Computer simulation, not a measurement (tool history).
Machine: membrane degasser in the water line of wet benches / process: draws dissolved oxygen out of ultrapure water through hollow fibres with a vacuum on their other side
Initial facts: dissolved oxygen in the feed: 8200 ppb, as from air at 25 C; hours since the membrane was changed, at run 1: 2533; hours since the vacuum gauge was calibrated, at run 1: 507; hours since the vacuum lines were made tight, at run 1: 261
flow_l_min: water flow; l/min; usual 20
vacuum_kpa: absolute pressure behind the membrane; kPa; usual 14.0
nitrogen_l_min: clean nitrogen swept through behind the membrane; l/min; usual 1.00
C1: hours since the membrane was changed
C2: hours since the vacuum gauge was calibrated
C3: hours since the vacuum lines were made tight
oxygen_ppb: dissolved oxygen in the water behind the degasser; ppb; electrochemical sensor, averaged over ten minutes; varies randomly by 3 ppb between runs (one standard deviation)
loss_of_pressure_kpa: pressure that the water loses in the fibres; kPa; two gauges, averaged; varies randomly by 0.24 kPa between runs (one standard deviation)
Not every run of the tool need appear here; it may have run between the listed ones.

Run 1, hour 0.0: usual settings; C1 2533; C2 507; C3 261. Result: oxygen_ppb 463.8 ppb, loss_of_pressure_kpa 66.36 kPa.
Run 2, hour 99.3: usual settings but vacuum_kpa 8.8 kPa; C1 2633; C2 606; C3 360. Result: oxygen_ppb 253.1 ppb, loss_of_pressure_kpa 66.29 kPa.
Run 3, hour 250.8: usual settings but vacuum_kpa 8.8 kPa; C1 2784; C2 758; C3 512. Result: oxygen_ppb 251.6 ppb, loss_of_pressure_kpa 67.01 kPa.
Run 4, hour 408.8: usual settings but vacuum_kpa 8.8 kPa; C1 2942; C2 916; C3 670. Result: oxygen_ppb 252.9 ppb, loss_of_pressure_kpa 67.48 kPa.
Run 5, hour 494.6: usual settings but vacuum_kpa 8.8 kPa; C1 3028; C2 1002; C3 756. Result: oxygen_ppb 254.8 ppb, loss_of_pressure_kpa 67.12 kPa.
Run 6, hour 640.0: usual settings but vacuum_kpa 15.8 kPa; C1 3173; C2 1147; C3 901. Result: oxygen_ppb 546.4 ppb, loss_of_pressure_kpa 67.39 kPa.
Run 7, hour 789.5: usual settings but vacuum_kpa 15.8 kPa; C1 3323; C2 1297; C3 1051. Result: oxygen_ppb 549.0 ppb, loss_of_pressure_kpa 67.24 kPa.
Run 8, hour 914.9: usual settings but flow_l_min 13 l/min; C1 3448; C2 1422; C3 1176. Result: oxygen_ppb 318.6 ppb, loss_of_pressure_kpa 43.89 kPa.
Run 9, hour 1022.3: usual settings but flow_l_min 13 l/min; C1 3556; C2 1529; C3 1283. Result: oxygen_ppb 319.8 ppb, loss_of_pressure_kpa 44.22 kPa.
Run 10, hour 1166.1: usual settings but flow_l_min 13 l/min; C1 3699; C2 1673; C3 1427. Result: oxygen_ppb 321.8 ppb, loss_of_pressure_kpa 44.09 kPa.
Run 11, hour 1287.8: usual settings but flow_l_min 13 l/min; C1 3821; C2 1795; C3 1549. Result: oxygen_ppb 319.4 ppb, loss_of_pressure_kpa 44.16 kPa.
Run 12, hour 1397.0: usual settings but flow_l_min 13 l/min; C1 3930; C2 1904; C3 1658. Result: oxygen_ppb 321.1 ppb, loss_of_pressure_kpa 44.69 kPa.
Run 13, hour 1471.3: usual settings but flow_l_min 13 l/min, nitrogen_l_min 0.47 l/min; C1 4005; C2 1978; C3 1732. Result: oxygen_ppb 605.1 ppb, loss_of_pressure_kpa 44.40 kPa.
Run 14, hour 1616.4: usual settings but flow_l_min 13 l/min, nitrogen_l_min 0.47 l/min; C1 4150; C2 2123; C3 1877. Result: oxygen_ppb 606.2 ppb, loss_of_pressure_kpa 44.53 kPa.
Run 15, hour 1737.7: usual settings but flow_l_min 13 l/min, nitrogen_l_min 0.47 l/min; C1 4271; C2 2245; C3 1999. Result: oxygen_ppb 602.1 ppb, loss_of_pressure_kpa 44.52 kPa.
Run 16, hour 1878.4: usual settings; C1 4412; C2 2385; C3 2139. Result: oxygen_ppb 474.0 ppb, loss_of_pressure_kpa 68.63 kPa.
Run 17, hour 2002.9: usual settings; C1 4536; C2 2510; C3 2264. Result: oxygen_ppb 472.6 ppb, loss_of_pressure_kpa 69.12 kPa.
Run 18, hour 2123.1: usual settings but flow_l_min 12 l/min, vacuum_kpa 18.0 kPa, nitrogen_l_min 0.80 l/min; C1 4657; C2 2630; C3 2384. Result: oxygen_ppb 493.0 ppb, loss_of_pressure_kpa 41.48 kPa.
At hour 2134.5: vacuum gauge calibrated.
Run 19, hour 2273.0: usual settings but flow_l_min 12 l/min, vacuum_kpa 18.0 kPa, nitrogen_l_min 0.80 l/min; C1 4806; C2 138; C3 2534. Result: oxygen_ppb 494.0 ppb, loss_of_pressure_kpa 41.22 kPa.
Run 20, hour 2343.7: usual settings but nitrogen_l_min 0.84 l/min; C1 4877; C2 209; C3 2604. Result: oxygen_ppb 552.0 ppb, loss_of_pressure_kpa 68.87 kPa.
Run 21, hour 2471.1: usual settings but nitrogen_l_min 0.84 l/min; C1 5004; C2 337; C3 2732. Result: oxygen_ppb 554.9 ppb, loss_of_pressure_kpa 69.33 kPa.
Run 22, hour 2603.6: usual settings but vacuum_kpa 33.1 kPa, nitrogen_l_min 0.84 l/min; C1 5136; C2 469; C3 2864. Result: oxygen_ppb 1354.2 ppb, loss_of_pressure_kpa 68.81 kPa.
At hour 2692.6: seals of the vacuum lines changed.
Run 23, hour 2724.3: usual settings but flow_l_min 28 l/min, vacuum_kpa 18.2 kPa, nitrogen_l_min 0.90 l/min; C1 5255; C2 588; C3 32. Result: oxygen_ppb 952.7 ppb, loss_of_pressure_kpa 96.81 kPa.
At hour 2771.7: vacuum gauge calibrated, once more.
Run 24, hour 2844.5: usual settings but flow_l_min 32 l/min, nitrogen_l_min 2.27 l/min; C1 5375; C2 73; C3 151. Result: oxygen_ppb 414.6 ppb, loss_of_pressure_kpa 111.16 kPa.
Run 25, hour 2993.9: usual settings but flow_l_min 17 l/min, vacuum_kpa 13.3 kPa, nitrogen_l_min 2.27 l/min; C1 5524; C2 222; C3 301. Result: oxygen_ppb 180.4 ppb, loss_of_pressure_kpa 59.01 kPa.
Run 26, hour 3139.9: usual settings but flow_l_min 17 l/min, vacuum_kpa 13.3 kPa, nitrogen_l_min 2.27 l/min; C1 5670; C2 368; C3 447. Result: oxygen_ppb 181.8 ppb, loss_of_pressure_kpa 59.63 kPa.
Run 27, hour 3260.9: usual settings but flow_l_min 19 l/min, vacuum_kpa 13.3 kPa, nitrogen_l_min 0.84 l/min; C1 5791; C2 489; C3 568. Result: oxygen_ppb 492.5 ppb, loss_of_pressure_kpa 66.31 kPa.
Run 28, hour 3354.6: usual settings but flow_l_min 19 l/min, vacuum_kpa 13.3 kPa, nitrogen_l_min 0.84 l/min; C1 5885; C2 583; C3 661. Result: oxygen_ppb 489.4 ppb, loss_of_pressure_kpa 66.36 kPa.
Run 29, hour 3496.0: usual settings but flow_l_min 19 l/min, vacuum_kpa 13.3 kPa, nitrogen_l_min 0.84 l/min; C1 6026; C2 724; C3 803. Result: oxygen_ppb 484.4 ppb, loss_of_pressure_kpa 66.63 kPa.
Run 30, hour 3579.8: usual settings but flow_l_min 26 l/min; C1 6110; C2 808; C3 887. Result: oxygen_ppb 605.5 ppb, loss_of_pressure_kpa 91.19 kPa.
Run 31, hour 3672.5: usual settings but flow_l_min 26 l/min; C1 6203; C2 901; C3 979. Result: oxygen_ppb 610.3 ppb, loss_of_pressure_kpa 91.50 kPa.

What differs in the tool's unlogged condition from the final listed run ahead of each entry between runs to the first listed run following it?
Runs 18 to 19: vacuum gauge calibrated (hour 2134.5)
  membrane still open, %: 93.7 -> 93.5; true pressure behind the membrane over the reading, kPa: 0.16 -> 0.25; air that leaks in behind the membrane, l/min: 0.0071 -> 0.0074
  difference, measured minus the result without the unlogged condition, oxygen_ppb: +9.2 -> +12.3 ppb; loss_of_pressure_kpa: +2.60 -> +2.68 kPa
Runs 22 to 23: seals of the vacuum lines changed (hour 2692.6)
  membrane still open, %: 93.1 -> 92.9; true pressure behind the membrane over the reading, kPa: 0.27 -> 0.28; air that leaks in behind the membrane, l/min: 0.0081 -> 0.0038
  difference, measured minus the result without the unlogged condition, oxygen_ppb: +19.6 -> +28.8 ppb; loss_of_pressure_kpa: +4.76 -> +6.82 kPa
Runs 23 to 24: vacuum gauge calibrated, once more (hour 2771.7)
  membrane still open, %: 92.9 -> 92.8; true pressure behind the membrane over the reading, kPa: 0.28 -> 0; air that leaks in behind the membrane, l/min: 0.0038 -> 0.0041
  difference, measured minus the result without the unlogged condition, oxygen_ppb: +28.8 -> +24.2 ppb; loss_of_pressure_kpa: +6.82 -> +8.01 kPa

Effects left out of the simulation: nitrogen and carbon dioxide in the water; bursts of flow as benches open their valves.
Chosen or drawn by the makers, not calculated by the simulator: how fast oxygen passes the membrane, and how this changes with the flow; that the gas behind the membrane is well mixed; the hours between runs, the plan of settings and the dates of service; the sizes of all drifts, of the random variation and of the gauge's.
